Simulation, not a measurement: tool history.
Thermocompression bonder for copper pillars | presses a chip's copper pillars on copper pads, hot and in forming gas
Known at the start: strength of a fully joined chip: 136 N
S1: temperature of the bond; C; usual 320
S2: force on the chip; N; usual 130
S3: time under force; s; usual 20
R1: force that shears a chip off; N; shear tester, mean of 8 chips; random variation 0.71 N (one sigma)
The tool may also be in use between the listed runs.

| run | hour | S1 | S2 | S3 | R1 |
|---|---|---|---|---|---|
| 1 | 0.0 | 320 | 130 | 20 | 86.0 |
| 2 | 4.6 | 320 | 130 | 20 | 86.9 |
| 3 | 13.0 | 320 | 130 | 19 | 83.0 |
| 4 | 17.9 | 320 | 130 | 19 | 84.5 |
| 5 | 26.6 | 320 | 119 | 19 | 79.7 |
|  | 29.5 | heater calibrated with a thermocouple chip |
| 6 | 38.4 | 320 | 121 | 13 | 71.4 |
| 7 | 45.3 | 302 | 153 | 14 | 78.7 |
| 8 | 53.6 | 338 | 81 | 14 | 54.8 |
| 9 | 58.0 | 329 | 130 | 25 | 95.3 |
| 10 | 62.5 | 329 | 130 | 25 | 94.8 |

Forecast each of these 5 alternatives for the next run:
| A | 71.9 | 307 | 130 | 20 | ? |
| B | 71.9 | 299 | 130 | 28 | ? |
| C | 71.9 | 318 | 130 | 26 | ? |
| D | 71.9 | 296 | 121 | 15 | ? |
| E | 71.9 | 294 | 130 | 49 | ? |

| run | R1 |
|---|---|
| A | 78.5 |
| B | 82.3 |
| C | 90.5 |
| D | 61.3 |
| E | 93.8 |
Without the tool's hidden state the same runs would have given:
| run | R1 |
|---|---|
| A | 82.3 |
| B | 86.4 |
| C | 95.1 |
| D | 64.2 |
| E | 98.6 |
